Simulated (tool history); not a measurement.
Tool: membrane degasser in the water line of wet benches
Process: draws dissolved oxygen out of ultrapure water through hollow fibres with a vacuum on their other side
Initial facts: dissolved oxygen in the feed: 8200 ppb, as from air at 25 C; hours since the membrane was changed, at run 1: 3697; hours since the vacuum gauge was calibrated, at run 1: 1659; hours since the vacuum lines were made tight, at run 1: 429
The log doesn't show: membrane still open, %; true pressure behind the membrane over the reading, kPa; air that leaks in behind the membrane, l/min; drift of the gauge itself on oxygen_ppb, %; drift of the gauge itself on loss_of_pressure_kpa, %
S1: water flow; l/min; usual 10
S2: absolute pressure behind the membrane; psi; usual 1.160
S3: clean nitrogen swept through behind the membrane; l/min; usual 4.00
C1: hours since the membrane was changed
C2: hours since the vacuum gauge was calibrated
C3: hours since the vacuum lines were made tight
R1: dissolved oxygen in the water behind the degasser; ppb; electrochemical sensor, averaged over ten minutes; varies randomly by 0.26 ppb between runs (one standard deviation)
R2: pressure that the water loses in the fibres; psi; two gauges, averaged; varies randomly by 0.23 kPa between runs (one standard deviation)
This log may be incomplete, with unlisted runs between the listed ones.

{"run": 1, "hour": 0.0, "S1": 10, "S2": 1.16, "S3": 4.0, "C1": 3697, "C2": 1659, "C3": 429, "R1": 31.4, "R2": 8.419}
{"run": 2, "hour": 157.4, "S1": 10, "S2": 1.16, "S3": 4.0, "C1": 3854, "C2": 1816, "C3": 587, "R1": 31.6, "R2": 8.424}
{"run": 3, "hour": 288.2, "S1": 10, "S2": 1.16, "S3": 6.46, "C1": 3985, "C2": 1947, "C3": 718, "R1": 20.4, "R2": 8.463}
{"run": 4, "hour": 423.1, "S1": 10, "S2": 1.16, "S3": 4.0, "C1": 4120, "C2": 2082, "C3": 853, "R1": 32.0, "R2": 8.453}
{"run": 5, "hour": 530.2, "S1": 10, "S2": 1.16, "S3": 4.0, "C1": 4227, "C2": 2189, "C3": 960, "R1": 31.7, "R2": 8.469}
{"run": 6, "hour": 640.3, "S1": 10, "S2": 1.16, "S3": 4.0, "C1": 4337, "C2": 2299, "C3": 1070, "R1": 31.3, "R2": 8.537}
{"run": 7, "hour": 773.0, "S1": 10, "S2": 1.16, "S3": 1.61, "C1": 4470, "C2": 2431, "C3": 1202, "R1": 72.9, "R2": 8.515}
{"run": 8, "hour": 911.6, "S1": 10, "S2": 1.16, "S3": 1.61, "C1": 4609, "C2": 2570, "C3": 1341, "R1": 73.1, "R2": 8.511}
{"run": 9, "hour": 1080.9, "S1": 10, "S2": 1.16, "S3": 4.0, "C1": 4778, "C2": 2739, "C3": 1510, "R1": 31.5, "R2": 8.567}
{"run": 10, "hour": 1237.6, "S1": 10, "S2": 1.62, "S3": 4.0, "C1": 4934, "C2": 2896, "C3": 1667, "R1": 50.8, "R2": 8.66}
{"run": 11, "hour": 1375.1, "S1": 10, "S2": 1.62, "S3": 4.0, "C1": 5072, "C2": 3034, "C3": 1805, "R1": 51.7, "R2": 8.596}
{"hour": 1526.3, "done": "gauge calibrated"}
{"run": 12, "hour": 1551.2, "S1": 10, "S2": 0.912, "S3": 4.0, "C1": 5248, "C2": 3210, "C3": 1981, "R1": 21.3, "R2": 8.412}
{"run": 13, "hour": 1715.7, "S1": 10, "S2": 0.912, "S3": 4.0, "C1": 5413, "C2": 3374, "C3": 2145, "R1": 20.8, "R2": 8.409}
{"run": 14, "hour": 1868.5, "S1": 10, "S2": 0.912, "S3": 4.0, "C1": 5565, "C2": 3527, "C3": 2298, "R1": 20.9, "R2": 8.47}
{"run": 15, "hour": 1970.7, "S1": 10, "S2": 0.912, "S3": 4.0, "C1": 5668, "C2": 3629, "C3": 2400, "R1": 21.2, "R2": 8.492}
{"run": 16, "hour": 2111.3, "S1": 8, "S2": 0.888, "S3": 2.98, "C1": 5808, "C2": 3770, "C3": 2541, "R1": 19.7, "R2": 6.815}
{"hour": 2249.2, "done": "vacuum gauge calibrated"}
{"run": 17, "hour": 2263.0, "S1": 8, "S2": 0.888, "S3": 2.98, "C1": 5959, "C2": 14, "C3": 2692, "R1": 19.7, "R2": 6.837}
{"run": 18, "hour": 2394.7, "S1": 8, "S2": 0.888, "S3": 2.98, "C1": 6091, "C2": 146, "C3": 2824, "R1": 19.7, "R2": 6.817}
{"run": 19, "hour": 2529.1, "S1": 8, "S2": 0.714, "S3": 11.82, "C1": 6225, "C2": 280, "C3": 2958, "R1": 3.2, "R2": 6.754}
{"run": 20, "hour": 2624.5, "S1": 8, "S2": 0.714, "S3": 11.82, "C1": 6321, "C2": 375, "C3": 3053, "R1": 3.5, "R2": 6.885}
{"run": 21, "hour": 2735.0, "S1": 10, "S2": 0.925, "S3": 8.84, "C1": 6431, "C2": 486, "C3": 3164, "R1": 10.8, "R2": 8.593}
{"run": 22, "hour": 2810.4, "S1": 10, "S2": 1.838, "S3": 4.0, "C1": 6507, "C2": 561, "C3": 3239, "R1": 59.9, "R2": 8.572}
{"run": 23, "hour": 2931.4, "S1": 7, "S2": 0.857, "S3": 4.0, "C1": 6628, "C2": 682, "C3": 3360, "R1": 12.2, "R2": 5.99}
{"run": 24, "hour": 3038.8, "S1": 7, "S2": 0.857, "S3": 4.0, "C1": 6735, "C2": 790, "C3": 3468, "R1": 12.2, "R2": 6.018}
{"run": 25, "hour": 3153.2, "S1": 10, "S2": 1.033, "S3": 2.4, "C1": 6850, "C2": 904, "C3": 3582, "R1": 42.5, "R2": 8.612}
{"run": 26, "hour": 3241.0, "S1": 8, "S2": 1.16, "S3": 5.95, "C1": 6937, "C2": 992, "C3": 3670, "R1": 16.6, "R2": 6.844}
{"run": 27, "hour": 3360.4, "S1": 8, "S2": 1.16, "S3": 8.12, "C1": 7057, "C2": 1111, "C3": 3789, "R1": 12.3, "R2": 6.898}

Across each entry between runs, compare the hidden state at the last listed run before it with the hidden state at the first listed run after it:
Logged between run 11 and run 12: gauge calibrated (hour 1526.3)
  drift of the gauge itself on loss_of_pressure_kpa, %: 1.88 -> 0.03
  measured minus no-state result, R2: +0.161 -> +0.007 psi
Logged between run 16 and run 17: vacuum gauge calibrated (hour 2249.2)
  drift of the gauge itself on loss_of_pressure_kpa, %: 0.8 -> 1
  measured minus no-state result, R2: +0.058 -> +0.071 psi

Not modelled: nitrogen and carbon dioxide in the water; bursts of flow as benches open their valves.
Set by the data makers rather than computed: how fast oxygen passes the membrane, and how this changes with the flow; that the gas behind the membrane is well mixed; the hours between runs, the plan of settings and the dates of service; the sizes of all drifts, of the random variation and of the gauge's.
